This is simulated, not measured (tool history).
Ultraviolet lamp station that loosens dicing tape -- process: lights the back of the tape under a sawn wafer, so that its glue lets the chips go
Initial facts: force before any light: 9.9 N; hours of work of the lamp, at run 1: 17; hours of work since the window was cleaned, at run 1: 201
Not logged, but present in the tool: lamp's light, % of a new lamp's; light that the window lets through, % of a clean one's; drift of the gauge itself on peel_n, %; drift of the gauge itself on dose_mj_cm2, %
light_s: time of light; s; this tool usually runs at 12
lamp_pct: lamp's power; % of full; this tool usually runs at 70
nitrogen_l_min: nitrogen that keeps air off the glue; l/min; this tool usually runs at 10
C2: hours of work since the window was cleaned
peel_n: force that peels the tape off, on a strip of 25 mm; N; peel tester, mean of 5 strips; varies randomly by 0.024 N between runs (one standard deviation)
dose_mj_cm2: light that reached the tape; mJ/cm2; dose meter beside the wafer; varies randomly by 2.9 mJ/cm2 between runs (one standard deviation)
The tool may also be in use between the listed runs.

{"run": 1, "hour": 0.0, "light_s": 12, "lamp_pct": 70, "nitrogen_l_min": 10, "hours of work of the lamp": 17, "C2": 201, "peel_n": 1.339, "dose_mj_cm2": 386}
{"run": 2, "hour": 7.1, "light_s": 12, "lamp_pct": 70, "nitrogen_l_min": 10, "hours of work of the lamp": 20, "C2": 204, "peel_n": 1.286, "dose_mj_cm2": 389}
{"run": 3, "hour": 14.4, "light_s": 12, "lamp_pct": 80, "nitrogen_l_min": 10, "hours of work of the lamp": 23, "C2": 207, "peel_n": 1.048, "dose_mj_cm2": 443}
{"run": 4, "hour": 27.2, "light_s": 12, "lamp_pct": 80, "nitrogen_l_min": 10, "hours of work of the lamp": 29, "C2": 213, "peel_n": 1.016, "dose_mj_cm2": 447}
{"run": 5, "hour": 34.1, "light_s": 15, "lamp_pct": 80, "nitrogen_l_min": 10, "hours of work of the lamp": 32, "C2": 216, "peel_n": 0.673, "dose_mj_cm2": 555}
{"run": 6, "hour": 46.3, "light_s": 15, "lamp_pct": 80, "nitrogen_l_min": 10, "hours of work of the lamp": 38, "C2": 222, "peel_n": 0.686, "dose_mj_cm2": 559}
{"hour": 47.7, "done": "window cleaned of glue's vapour"}
{"run": 7, "hour": 55.6, "light_s": 15, "lamp_pct": 61, "nitrogen_l_min": 6, "hours of work of the lamp": 42, "C2": 4, "peel_n": 1.745, "dose_mj_cm2": 410}
{"run": 8, "hour": 64.1, "light_s": 7, "lamp_pct": 85, "nitrogen_l_min": 6, "hours of work of the lamp": 46, "C2": 7, "peel_n": 3.11, "dose_mj_cm2": 264}

The next listed run, before its measurement:
{"run": 9, "hour": 75.8, "light_s": 6, "lamp_pct": 74, "nitrogen_l_min": 6, "hours of work of the lamp": 51, "C2": 13, "peel_n": "?", "dose_mj_cm2": "?"}

peel_n: 4.151 N
dose_mj_cm2: 198 mJ/cm2
The same run, on a tool lacking any hidden state, would have yielded peel_n 3.743 N, dose_mj_cm2 222 mJ/cm2.
